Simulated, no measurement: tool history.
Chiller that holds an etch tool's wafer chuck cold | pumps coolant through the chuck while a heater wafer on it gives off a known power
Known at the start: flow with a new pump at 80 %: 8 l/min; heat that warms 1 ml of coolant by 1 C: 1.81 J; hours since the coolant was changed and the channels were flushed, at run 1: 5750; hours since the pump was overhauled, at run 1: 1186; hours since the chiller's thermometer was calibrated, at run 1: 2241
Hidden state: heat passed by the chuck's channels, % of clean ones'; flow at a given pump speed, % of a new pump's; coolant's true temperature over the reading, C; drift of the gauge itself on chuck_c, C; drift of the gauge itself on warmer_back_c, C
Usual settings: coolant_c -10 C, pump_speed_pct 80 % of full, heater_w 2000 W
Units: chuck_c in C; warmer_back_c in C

run   hour  coolant_c  pump_speed_pct  heater_w  hours since the coolant was changed and the channels were flushed  hours since the pump was overhauled  hours since the chiller's thermometer was calibrated  chuck_c  warmer_back_c
  1      0        -10              80      2000                                                               5750                                 1186                                                  2241      4.6           8.31
  2   48.6        -10              80      2000                                                               5799                                 1235                                                  2289      4.7           8.27
  3  104.7        -10              80      2000                                                               5855                                 1291                                                  2345      4.6           8.23
  4  162.8        -10              80      2439                                                               5913                                 1349                                                  2403      7.7          10.03
  5  189.3        -10              67      2000                                                               5939                                 1376                                                  2430      6.9           9.83
  6  217.8        -10              67      2000                                                               5968                                 1404                                                  2458      6.5           9.79
  7  278.1        -17              80      2000                                                               6028                                 1465                                                  2519     -2.4           8.22
  8  332.5        -10              80      1742                                                               6082                                 1519                                                  2573      2.7           7.06
  9  376.3        -10              84      2442                                                               6126                                 1563                                                  2617      7.3           9.46
 10  412.4         -6              63      2000                                                               6162                                 1599                                                  2653     11.4          10.31
 11  464.5        -19              80      2281                                                               6214                                 1651                                                  2705     -2.3           9.27
 12  514.6        -19              80      2281                                                               6265                                 1701                                                  2755     -2.4           9.22
     521.5  -- chiller's thermometer calibrated
 13  562.2        -19              61      1172                                                               6311                                 1748                                                    41     -8.5           6.09
 14    595        -11              96      1485                                                               6344                                 1780                                                    73     -1.6           4.84
 15    626        -15              83      2067                                                               6375                                 1811                                                   104     -0.2              8

Hidden state at the last listed run before each entry between runs and at the first one after, where it differs:
Between runs 12 and 13: chiller's thermometer calibrated (hour 521.5)
  drift of the gauge itself on warmer_back_c, C: -0.21 -> -0.23
  measured less the result without the state, warmer_back_c: -0.21 -> -0.23 C

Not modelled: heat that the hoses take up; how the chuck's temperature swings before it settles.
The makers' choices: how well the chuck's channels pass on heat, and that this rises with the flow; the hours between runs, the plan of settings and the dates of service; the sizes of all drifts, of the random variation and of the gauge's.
